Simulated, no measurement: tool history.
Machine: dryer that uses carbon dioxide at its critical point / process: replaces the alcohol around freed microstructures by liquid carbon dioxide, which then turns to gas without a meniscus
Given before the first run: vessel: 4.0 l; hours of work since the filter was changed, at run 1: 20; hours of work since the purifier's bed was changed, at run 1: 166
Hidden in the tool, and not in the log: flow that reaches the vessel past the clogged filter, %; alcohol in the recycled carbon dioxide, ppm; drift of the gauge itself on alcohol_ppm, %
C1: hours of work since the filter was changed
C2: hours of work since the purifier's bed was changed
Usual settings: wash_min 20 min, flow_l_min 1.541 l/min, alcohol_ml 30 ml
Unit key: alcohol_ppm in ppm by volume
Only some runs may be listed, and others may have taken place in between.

run 1 hour=0.0 | wash_min=20 flow_l_min=1.541 alcohol_ml=30 | C1=20 C2=166 | alcohol_ppm=50
run 2 hour=7.6 | wash_min=20 flow_l_min=1.020 alcohol_ml=30 | C1=24 C2=169 | alcohol_ppm=100
run 3 hour=18.2 | wash_min=20 flow_l_min=1.541 alcohol_ml=30 | C1=29 C2=174 | alcohol_ppm=39
run 4 hour=29.0 | wash_min=20 flow_l_min=1.541 alcohol_ml=30 | C1=34 C2=179 | alcohol_ppm=48
run 5 hour=41.0 | wash_min=20 flow_l_min=1.541 alcohol_ml=30 | C1=39 C2=185 | alcohol_ppm=43
run 6 hour=53.9 | wash_min=20 flow_l_min=1.541 alcohol_ml=30 | C1=45 C2=191 | alcohol_ppm=48
run 7 hour=66.7 | wash_min=20 flow_l_min=1.541 alcohol_ml=30 | C1=51 C2=197 | alcohol_ppm=53
run 8 hour=78.0 | wash_min=30 flow_l_min=2.030 alcohol_ml=35 | C1=56 C2=202 | alcohol_ppm=49
run 9 hour=88.5 | wash_min=19 flow_l_min=1.990 alcohol_ml=86 | C1=61 C2=207 | alcohol_ppm=49
run 10 hour=98.6 | wash_min=19 flow_l_min=1.560 alcohol_ml=99 | C1=66 C2=211 | alcohol_ppm=83
run 11 hour=105.7 | wash_min=19 flow_l_min=1.560 alcohol_ml=23 | C1=69 C2=215 | alcohol_ppm=54
run 12 hour=114.7 | wash_min=30 flow_l_min=1.050 alcohol_ml=87 | C1=73 C2=219 | alcohol_ppm=61
run 13 hour=120.8 | wash_min=30 flow_l_min=1.050 alcohol_ml=87 | C1=76 C2=222 | alcohol_ppm=73
run 14 hour=134.1 | wash_min=24 flow_l_min=1.050 alcohol_ml=61 | C1=82 C2=228 | alcohol_ppm=95

Consider 4 possible next runs. They are alternatives, not a sequence: every one starts from the tool as it was left by run 14. What does each give?
run A hour=145.5 | wash_min=20 flow_l_min=2.520 alcohol_ml=30 | C1=88 C2=233 | alcohol_ppm=?
run B hour=145.5 | wash_min=14 flow_l_min=1.640 alcohol_ml=61 | C1=88 C2=233 | alcohol_ppm=?
run C hour=145.5 | wash_min=24 flow_l_min=1.010 alcohol_ml=61 | C1=88 C2=233 | alcohol_ppm=?
run D hour=145.5 | wash_min=20 flow_l_min=1.541 alcohol_ml=107 | C1=88 C2=233 | alcohol_ppm=?

run=A alcohol_ppm=55
run=B alcohol_ppm=121
run=C alcohol_ppm=102
run=D alcohol_ppm=71
The same runs, with their run-to-run variation unchanged, on a tool lacking any hidden condition would have given:
run=A alcohol_ppm=8
run=B alcohol_ppm=64
run=C alcohol_ppm=46
run=D alcohol_ppm=19
